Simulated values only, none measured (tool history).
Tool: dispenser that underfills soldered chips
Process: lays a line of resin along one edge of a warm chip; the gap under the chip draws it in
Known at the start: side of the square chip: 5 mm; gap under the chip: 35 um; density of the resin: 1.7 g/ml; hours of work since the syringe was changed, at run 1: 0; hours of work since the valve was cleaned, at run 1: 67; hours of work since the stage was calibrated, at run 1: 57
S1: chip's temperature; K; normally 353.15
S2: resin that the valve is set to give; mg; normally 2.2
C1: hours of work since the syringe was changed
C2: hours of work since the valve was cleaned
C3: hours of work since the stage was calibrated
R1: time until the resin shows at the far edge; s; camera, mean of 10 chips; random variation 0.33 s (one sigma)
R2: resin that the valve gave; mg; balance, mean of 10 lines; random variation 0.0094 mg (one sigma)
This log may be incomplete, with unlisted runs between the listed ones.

run   hour      S1    S2  C1  C2   C3    R1     R2
  1      0  353.15   2.2   0  67   57  13.1  2.113
  2    5.1  353.15   2.2   4  71   61  17.2  2.112
  3      9  353.15   2.9   7  74   64  20.3  2.755
      13.2  -- new syringe of resin
  4   13.8  353.15   2.9   0  78   67    13  2.752
  5   18.7  353.15   2.2   4  82   71    17  2.082
  6   23.8  353.15   2.2   8  86   75  21.6  2.069
      26.6  -- new syringe of resin
      29.1  -- dispensing valve cleaned and set on the balance
  7   29.1  353.15   2.2   1   0   78  13.5  2.207
  8   33.7  353.15   2.2   5   4   82  16.9    2.2
  9   37.2  353.15   2.2   8   6   85  20.1  2.184
      40.9  -- new syringe of resin
 10   42.2  353.15   2.2   1  10   88  13.5  2.189
 11   46.5  353.15  2.75   4  13   92  16.3  2.712
 12   49.3  353.15  2.52   7  16   94  19.1  2.499
      54.2  -- new syringe of resin
 13   54.6  353.15  2.52   0  20   98    13  2.483
 14   57.8  353.15   2.2   3  22  100  15.3  2.168
 15   60.1  362.15   2.2   5  24  102  10.8  2.153
 16   65.1  362.15   2.2   9  28  106  14.6  2.149
      67.5  -- new syringe of resin
 17   67.8  362.15   2.2   0  30  108   8.3  2.152
 18   70.7  362.15   2.2   3  32  110   9.3  2.162
 19   75.7  362.15   2.2   6  36  114  13.1   2.13
 20   80.4  353.15  2.45  10  40  118  24.5  2.387
        81  -- new syringe of resin
 21   85.4  353.15  2.63   3  43  122  15.2  2.557
 22     88  355.15  2.02   6  45  124    16  1.953
 23   92.1  355.15  2.02   9  49  127  19.5  1.966
      94.5  -- new syringe of resin
 24   97.5  355.15  2.02   2  53  131  13.6  1.941
 25  101.2  355.15  2.02   5  56  134  16.2   1.94
 26  106.2  346.15  1.94   9  60  138  34.4  1.876
       108  -- new syringe of resin
 27  108.9  346.15  1.94   1  61  140  20.1  1.853
 28  113.2  346.15  1.94   4  65  143  24.3  1.878
 29  116.2  351.15  2.25   6  67  145  21.6  2.139
 30  118.3  363.15  2.18   8  69  147  12.8  2.089
 31  120.5  364.15   2.2  10  71  149  13.9  2.085
     121.6  -- new syringe of resin
 32  123.9  364.15   2.2   2  73  151   8.4  2.097
 33  128.2  343.15  2.82   5  76  155    30  2.669
 34  132.9  346.15  2.32   9  80  158  31.6  2.201
     134.9  -- new syringe of resin
 35  137.9  346.15   2.2   2  84  162  21.8  2.075

Hidden state at the last listed run before each entry between runs and at the first one after, where it differs:
After run 3, before run 4: new syringe of resin (hour 13.2)
  resin's viscosity, % of fresh resin's: 159.3 -> 102.6; dose that the valve gives, % of what is set: 95.32 -> 95.1; true chip temperature over the reading, C: 0.35 -> 0.38
  the result without the hidden state subtracted from the measured one, R1: +7.3 -> +0.1 s; R2: -0.135 -> -0.143 mg
After run 6, before run 7: new syringe of resin (hour 26.6); dispensing valve cleaned and set on the balance (hour 29.1)
  resin's viscosity, % of fresh resin's: 166.9 -> 107.3; dose that the valve gives, % of what is set: 94.61 -> 100.01; true chip temperature over the reading, C: 0.43 -> 0.45
  the result without the hidden state subtracted from the measured one, R1: +8.6 -> +0.6 s; R2: -0.119 -> +0 mg
After run 9, before run 10: new syringe of resin (hour 40.9)
  resin's viscosity, % of fresh resin's: 159.2 -> 106.9; dose that the valve gives, % of what is set: 99.58 -> 99.34; true chip temperature over the reading, C: 0.5 -> 0.53
  the result without the hidden state subtracted from the measured one, R1: +7.4 -> +0.5 s; R2: -0.009 -> -0.015 mg
After run 12, before run 13: new syringe of resin (hour 54.2)
  resin's viscosity, % of fresh resin's: 151 -> 102.7; dose that the valve gives, % of what is set: 98.98 -> 98.72; true chip temperature over the reading, C: 0.57 -> 0.59
  the result without the hidden state subtracted from the measured one, R1: +6.1 -> +0 s; R2: -0.026 -> -0.032 mg
After run 16, before run 17: new syringe of resin (hour 67.5)
  resin's viscosity, % of fresh resin's: 171.7 -> 102.6; dose that the valve gives, % of what is set: 98.22 -> 98.11; true chip temperature over the reading, C: 0.65 -> 0.66
  the result without the hidden state subtracted from the measured one, R1: +5.7 -> +0 s; R2: -0.039 -> -0.042 mg
After run 20, before run 21: new syringe of resin (hour 81)
  resin's viscosity, % of fresh resin's: 189.1 -> 123.2; dose that the valve gives, % of what is set: 97.44 -> 97.19; true chip temperature over the reading, C: 0.73 -> 0.76
  the result without the hidden state subtracted from the measured one, R1: +10.7 -> +2.5 s; R2: -0.063 -> -0.074 mg
After run 23, before run 24: new syringe of resin (hour 94.5)
  resin's viscosity, % of fresh resin's: 171.3 -> 114.9; dose that the valve gives, % of what is set: 96.85 -> 96.59; true chip temperature over the reading, C: 0.8 -> 0.82
  the result without the hidden state subtracted from the measured one, R1: +7.8 -> +1.3 s; R2: -0.064 -> -0.069 mg
After run 26, before run 27: new syringe of resin (hour 108)
  resin's viscosity, % of fresh resin's: 176 -> 104.6; dose that the valve gives, % of what is set: 96.16 -> 96.02; true chip temperature over the reading, C: 0.87 -> 0.88
  the result without the hidden state subtracted from the measured one, R1: +14 -> +0.2 s; R2: -0.074 -> -0.077 mg
After run 31, before run 32: new syringe of resin (hour 121.6)
  resin's viscosity, % of fresh resin's: 184.3 -> 112.7; dose that the valve gives, % of what is set: 95.42 -> 95.27; true chip temperature over the reading, C: 0.95 -> 0.97
  the result without the hidden state subtracted from the measured one, R1: +6 -> +0.6 s; R2: -0.101 -> -0.104 mg
After run 34, before run 35: new syringe of resin (hour 134.9)
  resin's viscosity, % of fresh resin's: 174.4 -> 117.1; dose that the valve gives, % of what is set: 94.8 -> 94.56; true chip temperature over the reading, C: 1.01 -> 1.04
  the result without the hidden state subtracted from the measured one, R1: +12.7 -> +2.3 s; R2: -0.12 -> -0.12 mg
